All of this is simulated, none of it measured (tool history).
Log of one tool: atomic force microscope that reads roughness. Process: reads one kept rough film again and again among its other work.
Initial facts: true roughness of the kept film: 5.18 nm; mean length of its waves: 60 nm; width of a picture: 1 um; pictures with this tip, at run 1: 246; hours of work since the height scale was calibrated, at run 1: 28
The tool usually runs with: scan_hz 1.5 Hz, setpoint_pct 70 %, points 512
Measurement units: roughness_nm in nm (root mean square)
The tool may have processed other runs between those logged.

run	hour	scan_hz	setpoint_pct	points	pictures with this tip	hours of work since the height scale was calibrated	roughness_nm
1	0	1.5	70	512	246	28	4.223
2	23	1.5	70	512	280	38	4.097
# hour 28: new tip fitted
3	33.5	1.5	70	512	8	43	4.56
4	50.4	1.5	70	512	33	50	4.523
5	64.5	1.76	70	512	54	56	4.452
6	87.9	1.76	70	512	89	66	4.384
7	105.7	1.76	70	512	116	74	4.378
8	116	1.76	70	772	131	79	4.323
9	130.7	1.76	70	772	153	85	4.286
10	147.9	1.5	70	512	179	92	4.293
11	168.8	1.5	70	512	210	101	4.257
12	180.9	1.5	70	512	228	107	4.176
13	200.9	1.5	70	512	258	115	4.152
14	211.1	1.74	75	267	273	120	3.977
# hour 220.3: new tip fitted
15	233.6	1.74	75	267	20	129	4.355
16	256.3	1.04	58	512	54	139	4.756
17	270.5	2.06	70	512	75	145	4.341
18	295.2	1.03	58	903	112	156	4.636
19	309.5	1.03	88	501	133	162	4.127
20	322.7	1.14	70	308	153	168	4.418
21	335.3	3.04	89	552	172	173	3.211
22	356.4	0.75	76	348	203	183	4.37
23	380.9	0.75	76	348	240	193	4.279
24	400.5	0.75	76	348	269	202	4.257
# hour 414: new tip fitted
25	424.2	3.05	65	348	15	212	4.402

Each row is a separate what-if for the run after 25, all from the same tool condition, not one after another. Results?
A	439.9	2.6	59	936	38	219	?
B	439.9	1.5	90	512	38	219	?
C	439.9	0.5	79	444	38	219	?

run	roughness_nm
A	4.611
B	3.964
C	4.735
The same runs, with their run-to-run variation unchanged, on a tool lacking any hidden condition would have given:
run	roughness_nm
A	4.661
B	4.008
C	4.787
